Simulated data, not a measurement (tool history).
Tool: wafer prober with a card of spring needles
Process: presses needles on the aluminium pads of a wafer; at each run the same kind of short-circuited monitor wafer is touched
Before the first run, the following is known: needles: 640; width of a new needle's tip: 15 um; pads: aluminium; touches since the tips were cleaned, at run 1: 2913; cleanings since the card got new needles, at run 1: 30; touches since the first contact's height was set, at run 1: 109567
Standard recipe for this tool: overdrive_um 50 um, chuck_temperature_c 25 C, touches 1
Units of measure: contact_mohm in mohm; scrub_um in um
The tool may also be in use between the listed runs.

run,hour,overdrive_um,chuck_temperature_c,touches,touches since the tips were cleaned,cleanings since the card got new needles,touches since the first contact's height was set,contact_mohm,scrub_um
1,0,50,25,1,2913,30,109567,328,8.3
# hour 11.1: tips cleaned on abrasive film
2,22.9,50,25,1,6035,31,121255,350,8.29
# hour 27.7: tips cleaned on abrasive film
# hour 43.6: tips cleaned on abrasive film
3,47.5,50,25,1,2013,33,133766,328,8.25
4,58,50,25,1,7401,33,139154,352,8.25
# hour 59.6: tips cleaned on abrasive film
# hour 75.8: tips cleaned on abrasive film
5,78.1,68,25,1,1197,35,149382,280,11.28
# hour 92.6: tips cleaned on abrasive film
6,103.9,68,25,1,5755,36,162535,301,11.27
# hour 108.5: tips cleaned on abrasive film
7,115,68,25,1,3336,37,168182,291,11.23
# hour 124.7: tips cleaned on abrasive film
8,127.6,68,25,1,1501,38,174605,283,11.21
# hour 141.1: tips cleaned on abrasive film
9,144.9,69,25,1,1954,39,183429,283,11.38
# hour 151.2: height of the first contact set anew
# hour 157.5: tips cleaned on abrasive film
10,157.5,50,29,1,0,40,3191,252,8.35
11,169,50,30,1,5901,40,9092,349,8.38
# hour 173.5: tips cleaned on abrasive film
12,179.6,50,30,1,3145,41,14482,336,8.34
# hour 190.6: tips cleaned on abrasive film
13,195.8,50,30,1,2688,42,22749,326,8.33
# hour 207: tips cleaned on abrasive film
14,216.7,36,25,1,5015,43,33412,429,5.99
# hour 223.8: tips cleaned on abrasive film
15,238.9,50,50,1,7777,44,44754,356,8.31
# hour 241.1: tips cleaned on abrasive film
# hour 258.4: tips cleaned on abrasive film
16,259.3,50,50,1,487,46,55106,291,8.3
# hour 275.4: tips cleaned on abrasive film
17,282.6,52,33,1,3702,47,66987,333,8.62
# hour 292.2: tips cleaned on abrasive film
18,302,62,25,2,5024,48,76880,283,10.31
# hour 309: tips cleaned on abrasive film
19,317.7,50,46,1,4459,49,84896,344,8.3
# hour 325.5: tips cleaned on abrasive film
20,337.3,50,68,1,6025,50,94877,353,8.3
# hour 342: tips cleaned on abrasive film
# hour 357.9: tips cleaned on abrasive film
21,359.8,50,68,1,982,52,106325,306,8.28
# hour 375.7: tips cleaned on abrasive film
22,382.4,50,68,1,3410,53,117852,340,8.26
# hour 391.9: tips cleaned on abrasive film
23,393,50,68,1,551,54,123235,287,8.25
# hour 408.4: tips cleaned on abrasive film
24,412,50,86,3,1819,55,132946,292,8.25
# hour 424.2: tips cleaned on abrasive film
25,428.2,50,86,3,2005,56,141185,289,8.25
# hour 440.1: tips cleaned on abrasive film
26,448,56,30,3,4052,57,151326,278,9.25
# hour 457.7: tips cleaned on abrasive film
27,470.4,31,42,2,6513,58,162730,415,5.05
# hour 474.6: tips cleaned on abrasive film
# hour 491.5: tips cleaned on abrasive film
28,495,31,42,2,1797,60,175291,358,5.06
# hour 508.3: tips cleaned on abrasive film
# hour 516.8: height of the first contact set anew
29,519.7,32,42,2,5703,61,1455,397,5.35
# hour 526.1: tips cleaned on abrasive film
# hour 542.4: tips cleaned on abrasive film
30,542.4,36,30,1,0,63,12983,272,6.01
31,554.6,41,41,2,6270,63,19253,346,6.84
# hour 558.9: tips cleaned on abrasive film
32,566.2,41,41,2,3738,64,25156,325,6.82

Each row is a separate what-if for the run after 32, all from the same tool condition, not one after another. Results?
# hour 574.8: tips cleaned on abrasive film
A,587.5,70,25,1,6508,65,36042,?,?
# hour 574.8: tips cleaned on abrasive film
B,587.5,39,41,2,6508,65,36042,?,?
# hour 574.8: tips cleaned on abrasive film
C,587.5,47,25,2,6508,65,36042,?,?
# hour 574.8: tips cleaned on abrasive film
D,587.5,63,82,1,6508,65,36042,?,?

run,contact_mohm,scrub_um
A,305,11.68
B,356,6.47
C,325,7.82
D,327,10.49
The same runs, with their run-to-run variation unchanged, on a tool lacking any hidden condition would have given:
run,contact_mohm,scrub_um
A,248,11.71
B,259,6.5
C,254,7.85
D,264,10.52
